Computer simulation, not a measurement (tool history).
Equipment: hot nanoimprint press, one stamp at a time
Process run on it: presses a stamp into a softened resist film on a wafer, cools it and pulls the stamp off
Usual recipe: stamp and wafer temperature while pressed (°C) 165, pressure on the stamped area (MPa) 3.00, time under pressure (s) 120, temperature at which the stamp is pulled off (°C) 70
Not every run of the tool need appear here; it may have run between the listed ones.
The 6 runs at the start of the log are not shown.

run,hour,stamp and wafer temperature while pressed (°C),pressure on the stamped area (MPa),time under pressure (s),temperature at which the stamp is pulled off (°C),hours of work since the thermocouple was calibrated,imprints on the stamp's release coat,hours of work since the press's seals were changed,resist left under the stamp's widest pad (nm),greatest force while the stamp is pulled off (N)
7,82.5,165,3.00,120,70,408,527,506,138.5,255
8,92.5,165,3.00,120,70,414,547,512,140.0,253
9,115.1,165,3.00,120,70,428,590,525,139.6,265
10,128.1,165,3.00,120,70,436,616,533,139.0,261
11,142.8,165,3.00,120,70,444,644,541,138.9,258
# hour 154.6: stamp cleaned and given a new release coat
12,171.1,165,3.00,120,70,458,32,555,139.0,213
13,183.6,165,3.00,120,70,465,56,562,138.0,206
14,201.7,165,3.00,120,70,476,91,573,137.8,214
15,211.6,165,3.00,88,70,482,111,579,153.9,213
16,231.8,165,3.76,88,70,494,150,591,144.6,211
# hour 244.7: plate thermocouple calibrated
17,244.7,176,3.76,70,70,0,169,597,100.3,229
18,262.8,171,4.49,197,70,11,204,608,75.1,233
19,277.1,169,2.11,97,64,19,232,616,147.8,242
20,299.0,163,2.27,129,65,32,274,629,166.2,243
21,321.1,163,2.27,129,65,45,317,642,168.5,233
22,339.8,166,3.00,86,64,57,353,654,153.4,247
23,349.2,169,3.00,120,70,62,371,659,120.7,242
24,361.6,172,2.17,140,72,70,395,667,112.2,246
25,377.5,172,2.17,140,72,79,426,676,112.0,240
26,392.5,164,3.00,120,71,88,455,685,151.6,261
27,401.8,171,3.00,120,75,94,473,691,109.5,237
28,424.2,165,3.00,208,70,107,516,704,117.4,255
29,439.2,157,3.00,120,70,116,545,713,193.6,254
30,456.7,176,3.00,63,70,126,579,723,112.3,252
31,477.5,176,3.00,63,70,139,619,736,112.9,260

3 ways to go on from here, each from the tool as it stands after run 31. What would each give?
A,490.0,165,3.00,213,70,146,644,743,?,?
B,490.0,167,3.00,71,64,146,644,743,?,?
C,490.0,165,2.28,103,70,146,644,743,?,?

run,resist left under the stamp's widest pad (nm),greatest force while the stamp is pulled off (N)
A,116.8,271
B,158.6,286
C,163.0,270
With no hidden state in the tool, these same runs would have given:
run,resist left under the stamp's widest pad (nm),greatest force while the stamp is pulled off (N)
A,116.0,212
B,157.7,224
C,162.8,212

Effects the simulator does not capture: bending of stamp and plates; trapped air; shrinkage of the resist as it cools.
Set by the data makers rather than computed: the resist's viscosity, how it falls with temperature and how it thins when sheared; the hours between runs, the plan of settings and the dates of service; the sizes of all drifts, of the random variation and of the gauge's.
